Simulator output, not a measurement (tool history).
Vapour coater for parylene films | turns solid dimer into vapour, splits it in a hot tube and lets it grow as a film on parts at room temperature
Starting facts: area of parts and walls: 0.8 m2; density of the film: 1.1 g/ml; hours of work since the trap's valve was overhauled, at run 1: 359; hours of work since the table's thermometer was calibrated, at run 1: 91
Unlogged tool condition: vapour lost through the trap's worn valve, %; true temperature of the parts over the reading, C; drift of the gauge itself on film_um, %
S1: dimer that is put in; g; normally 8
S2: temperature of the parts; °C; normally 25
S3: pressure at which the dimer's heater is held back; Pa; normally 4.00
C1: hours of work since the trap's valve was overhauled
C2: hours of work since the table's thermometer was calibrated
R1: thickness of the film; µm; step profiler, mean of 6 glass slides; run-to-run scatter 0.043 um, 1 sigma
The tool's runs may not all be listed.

Run 1, hour 0.0: usual settings; C1 359; C2 91. Result: R1 4.46 µm.
Run 2, hour 11.7: usual settings; C1 365; C2 96. Result: R1 4.43 µm.
Run 3, hour 31.0: usual settings but S3 11.41 Pa; C1 373; C2 105. Result: R1 3.88 µm.
Run 4, hour 47.2: usual settings but S3 3.81 Pa; C1 380; C2 112. Result: R1 4.51 µm.
Run 5, hour 58.7: usual settings but S3 3.81 Pa; C1 386; C2 117. Result: R1 4.47 µm.
Run 6, hour 73.7: usual settings but S3 3.81 Pa; C1 392; C2 124. Result: R1 4.44 µm.
Run 7, hour 94.9: usual settings but S3 3.81 Pa; C1 402; C2 133. Result: R1 4.37 µm.
Run 8, hour 105.6: usual settings; C1 406; C2 138. Result: R1 4.40 µm.
Run 9, hour 121.6: usual settings; C1 414; C2 145. Result: R1 4.45 µm.
Run 10, hour 136.8: usual settings; C1 420; C2 152. Result: R1 4.35 µm.
Run 11, hour 155.3: usual settings; C1 429; C2 160. Result: R1 4.35 µm.
Run 12, hour 166.8: usual settings; C1 434; C2 165. Result: R1 4.36 µm.
Run 13, hour 185.5: usual settings but S1 9 g; C1 442; C2 174. Result: R1 4.87 µm.
Run 14, hour 195.0: usual settings but S1 9 g; C1 446; C2 178. Result: R1 4.95 µm.
Run 15, hour 215.0: usual settings but S1 4 g; C1 455; C2 187. Result: R1 2.16 µm.
Run 16, hour 236.1: usual settings but S1 4 g; C1 465; C2 196. Result: R1 2.15 µm.
Run 17, hour 246.3: usual settings but S1 4 g; C1 469; C2 201. Result: R1 2.19 µm.
Run 18, hour 259.4: usual settings but S1 11 g; C1 475; C2 207. Result: R1 5.94 µm.
Run 19, hour 276.7: usual settings; C1 483; C2 214. Result: R1 4.32 µm.
Run 20, hour 285.9: usual settings but S3 4.59 Pa; C1 487; C2 218. Result: R1 4.26 µm.
Run 21, hour 296.7: usual settings but S1 5 g; C1 492; C2 223. Result: R1 2.69 µm.
Run 22, hour 316.0: usual settings but S3 10.38 Pa; C1 500; C2 232. Result: R1 3.77 µm.
Run 23, hour 332.9: usual settings but S3 7.33 Pa; C1 508; C2 239. Result: R1 3.96 µm.
Run 24, hour 345.1: usual settings but S1 6 g, S2 32 °C, S3 2.58 Pa; C1 513; C2 245. Result: R1 2.89 µm.
Run 25, hour 361.4: usual settings but S1 12 g, S2 32 °C, S3 5.55 Pa; C1 521; C2 252. Result: R1 5.20 µm.
Run 26, hour 373.1: usual settings but S1 12 g, S2 32 °C, S3 5.55 Pa; C1 526; C2 257. Result: R1 5.18 µm.
Run 27, hour 393.1: usual settings but S1 12 g, S2 32 °C, S3 5.55 Pa; C1 535; C2 266. Result: R1 5.20 µm.
Run 28, hour 402.5: usual settings but S1 5 g, S2 26 °C; C1 539; C2 271. Result: R1 2.59 µm.
Run 29, hour 416.5: usual settings but S1 5 g, S2 26 °C; C1 545; C2 277. Result: R1 2.58 µm.
Run 30, hour 436.1: usual settings but S1 7 g; C1 554; C2 286. Result: R1 3.66 µm.
Run 31, hour 455.8: usual settings but S1 7 g, S2 37 °C, S3 5.91 Pa; C1 563; C2 294. Result: R1 2.64 µm.
Run 32, hour 477.9: usual settings; C1 573; C2 304. Result: R1 4.09 µm.
Run 33, hour 497.6: usual settings but S1 3 g, S2 23 °C, S3 2.14 Pa; C1 581; C2 313. Result: R1 1.79 µm.
Run 34, hour 506.7: usual settings but S1 14 g, S2 33 °C, S3 10.63 Pa; C1 585; C2 317. Result: R1 5.35 µm.
Run 35, hour 525.3: usual settings but S1 14 g, S2 33 °C, S3 10.63 Pa; C1 594; C2 325. Result: R1 5.33 µm.
Run 36, hour 544.4: usual settings but S1 13 g, S2 31 °C, S3 2.54 Pa; C1 602; C2 334. Result: R1 6.28 µm.
Run 37, hour 564.7: usual settings but S1 13 g, S2 31 °C, S3 2.54 Pa; C1 611; C2 343. Result: R1 6.13 µm.
Run 38, hour 574.7: usual settings but S1 4 g; C1 616; C2 347. Result: R1 2.08 µm.
Run 39, hour 585.0: usual settings but S1 13 g, S2 30 °C, S3 11.85 Pa; C1 620; C2 352. Result: R1 5.30 µm.
Run 40, hour 603.0: usual settings but S2 21 °C; C1 628; C2 360. Result: R1 4.60 µm.
Run 41, hour 621.5: usual settings but S1 7 g, S2 30 °C; C1 637; C2 368. Result: R1 3.24 µm.
Run 42, hour 631.8: usual settings but S1 7 g, S2 30 °C; C1 641; C2 373. Result: R1 3.20 µm.
Run 43, hour 645.4: usual settings but S1 4 g, S2 18 °C; C1 647; C2 379. Result: R1 2.47 µm.
Run 44, hour 657.6: usual settings but S1 4 g, S2 18 °C; C1 653; C2 384. Result: R1 2.44 µm.
Run 45, hour 680.1: usual settings but S2 22 °C; C1 663; C2 394. Result: R1 4.46 µm.
Run 46, hour 693.7: usual settings but S2 22 °C; C1 669; C2 400. Result: R1 4.39 µm.

Predict each of these 3 candidate next runs independently; none follows another, all start after run 46:
Run A, hour 712.5: usual settings but S1 3 g, S3 6.74 Pa; C1 677; C2 409. Result: R1 ?.
Run B, hour 712.5: usual settings but S1 6 g; C1 677; C2 409. Result: R1 ?.
Run C, hour 712.5: usual settings but S1 4 g, S2 32 °C, S3 2.05 Pa; C1 677; C2 409. Result: R1 ?.

run    R1
  A  1.44
  B  3.12
  C  1.89
Without the tool's hidden state the same runs would have given:
run    R1
  A  1.69
  B  3.65
  C  2.22
